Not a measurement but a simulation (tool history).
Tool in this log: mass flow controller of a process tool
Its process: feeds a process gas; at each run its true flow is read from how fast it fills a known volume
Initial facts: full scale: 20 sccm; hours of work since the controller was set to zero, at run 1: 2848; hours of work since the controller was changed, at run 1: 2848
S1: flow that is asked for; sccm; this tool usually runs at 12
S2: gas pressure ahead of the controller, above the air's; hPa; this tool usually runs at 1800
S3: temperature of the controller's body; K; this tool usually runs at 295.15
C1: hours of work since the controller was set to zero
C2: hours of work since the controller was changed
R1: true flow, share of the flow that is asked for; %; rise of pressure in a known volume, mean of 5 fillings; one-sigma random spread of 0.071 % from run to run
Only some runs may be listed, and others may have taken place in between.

run 1 hour=0.0 | S1=12 S2=1800 S3=295.15 | C1=2848 C2=2848 | R1=99.74
run 2 hour=161.9 | S1=12 S2=1800 S3=295.15 | C1=2914 C2=2914 | R1=99.70
run 3 hour=405.8 | S1=12 S2=1800 S3=295.15 | C1=3014 C2=3014 | R1=99.71
run 4 hour=645.1 | S1=12 S2=1800 S3=295.15 | C1=3112 C2=3112 | R1=99.68
run 5 hour=869.9 | S1=6 S2=1800 S3=295.15 | C1=3203 C2=3203 | R1=98.34
run 6 hour=1053.1 | S1=6 S2=1800 S3=295.15 | C1=3278 C2=3278 | R1=98.34
run 7 hour=1311.4 | S1=6 S2=1800 S3=295.15 | C1=3384 C2=3384 | R1=98.32
run 8 hour=1554.2 | S1=7 S2=1800 S3=295.15 | C1=3483 C2=3483 | R1=98.59
run 9 hour=1729.6 | S1=7 S2=1800 S3=295.15 | C1=3554 C2=3554 | R1=98.65
run 10 hour=1926.7 | S1=7 S2=1800 S3=295.15 | C1=3635 C2=3635 | R1=98.59
run 11 hour=2137.2 | S1=12 S2=1800 S3=295.15 | C1=3721 C2=3721 | R1=99.70
run 12 hour=2399.3 | S1=12 S2=1800 S3=295.15 | C1=3828 C2=3828 | R1=99.75
run 13 hour=2569.5 | S1=7 S2=1800 S3=295.15 | C1=3897 C2=3897 | R1=98.44
run 14 hour=2841.0 | S1=7 S2=1800 S3=295.15 | C1=4008 C2=4008 | R1=98.44
run 15 hour=3044.1 | S1=8 S2=1800 S3=295.15 | C1=4091 C2=4091 | R1=98.98
-- hour=3063.6 controller's zero set anew
run 16 hour=3197.7 | S1=8 S2=1800 S3=295.15 | C1=55 C2=4153 | R1=97.66
run 17 hour=3356.0 | S1=8 S2=1800 S3=295.15 | C1=119 C2=4218 | R1=97.71
run 18 hour=3540.2 | S1=8 S2=1800 S3=295.15 | C1=195 C2=4293 | R1=97.75
run 19 hour=3724.9 | S1=17 S2=1800 S3=295.15 | C1=270 C2=4368 | R1=99.90
run 20 hour=4009.9 | S1=12 S2=1800 S3=307.15 | C1=386 C2=4485 | R1=98.10
-- hour=4064.3 controller's zero set anew, once more
run 21 hour=4241.4 | S1=12 S2=1800 S3=295.15 | C1=72 C2=4579 | R1=101.03
run 22 hour=4359.8 | S1=12 S2=1800 S3=295.15 | C1=121 C2=4627 | R1=101.03
run 23 hour=4536.7 | S1=12 S2=1800 S3=295.15 | C1=193 C2=4700 | R1=100.92
run 24 hour=4744.0 | S1=12 S2=1800 S3=295.15 | C1=277 C2=4784 | R1=100.87
run 25 hour=4991.1 | S1=12 S2=1800 S3=295.15 | C1=378 C2=4885 | R1=100.86
run 26 hour=5182.1 | S1=12 S2=1800 S3=295.15 | C1=456 C2=4963 | R1=101.17
run 27 hour=5407.1 | S1=12 S2=1800 S3=295.15 | C1=548 C2=5055 | R1=101.04
run 28 hour=5591.0 | S1=5 S2=2070 S3=312.15 | C1=623 C2=5130 | R1=98.92
run 29 hour=5748.1 | S1=14 S2=1800 S3=294.15 | C1=687 C2=5194 | R1=101.25
run 30 hour=6026.5 | S1=14 S2=1950 S3=294.15 | C1=801 C2=5308 | R1=101.36
run 31 hour=6184.5 | S1=2 S2=1460 S3=309.15 | C1=865 C2=5372 | R1=97.91
run 32 hour=6431.7 | S1=2 S2=1460 S3=309.15 | C1=966 C2=5473 | R1=97.76
run 33 hour=6648.4 | S1=5 S2=1800 S3=302.15 | C1=1055 C2=5562 | R1=99.57
run 34 hour=6855.0 | S1=4 S2=1930 S3=307.15 | C1=1139 C2=5646 | R1=98.79
run 35 hour=7053.0 | S1=4 S2=1930 S3=307.15 | C1=1220 C2=5727 | R1=98.77
run 36 hour=7304.2 | S1=4 S2=1930 S3=307.15 | C1=1322 C2=5829 | R1=98.56
run 37 hour=7510.0 | S1=4 S2=1850 S3=296.15 | C1=1406 C2=5913 | R1=99.52
run 38 hour=7674.6 | S1=12 S2=2080 S3=295.15 | C1=1474 C2=5981 | R1=100.95
run 39 hour=7873.1 | S1=12 S2=2080 S3=295.15 | C1=1555 C2=6062 | R1=101.04
run 40 hour=7991.0 | S1=12 S2=1890 S3=295.15 | C1=1603 C2=6110 | R1=100.97
run 41 hour=8159.3 | S1=12 S2=1890 S3=295.15 | C1=1672 C2=6178 | R1=100.97
run 42 hour=8367.9 | S1=11 S2=1850 S3=313.15 | C1=1757 C2=6263 | R1=99.43
run 43 hour=8627.8 | S1=11 S2=1850 S3=313.15 | C1=1863 C2=6370 | R1=99.57
run 44 hour=8905.3 | S1=6 S2=1850 S3=305.15 | C1=1976 C2=6483 | R1=99.21
run 45 hour=9053.2 | S1=12 S2=1550 S3=295.15 | C1=2036 C2=6543 | R1=101.18
run 46 hour=9248.4 | S1=12 S2=1550 S3=295.15 | C1=2116 C2=6623 | R1=101.20
run 47 hour=9532.9 | S1=10 S2=2060 S3=306.15 | C1=2232 C2=6739 | R1=99.89
run 48 hour=9682.4 | S1=10 S2=2060 S3=306.15 | C1=2293 C2=6800 | R1=100.00

Hidden state or all else? Some run-to-run changes of R1, split into what the settings, what came in and random variation would give without the hidden state, and what is left for the hidden state (with any gauge scatter that isn't in both results):
What the log doesn't record here: flow at rest that the sensor doesn't see, % of full scale; true flow over the shown one, %; drift of the gauge itself on true_pct, %.
Run 18 -> 19: S1 8 -> 17. R1 +2.15 %: hidden state +1.54, all else +0.61.
Run 20 -> 21: S3 307.15 -> 295.15, controller's zero set anew, once more. R1 +2.93 %: hidden state +1.95, all else +0.98.
Run 28 -> 29: S1 5 -> 14, S2 2070 -> 1800, S3 312.15 -> 294.15. R1 +2.33 %: hidden state +0.33, all else +2.00.
Run 30 -> 31: S1 14 -> 2, S2 1950 -> 1460, S3 294.15 -> 309.15. R1 -3.45 %: hidden state -1.42, all else -2.03.

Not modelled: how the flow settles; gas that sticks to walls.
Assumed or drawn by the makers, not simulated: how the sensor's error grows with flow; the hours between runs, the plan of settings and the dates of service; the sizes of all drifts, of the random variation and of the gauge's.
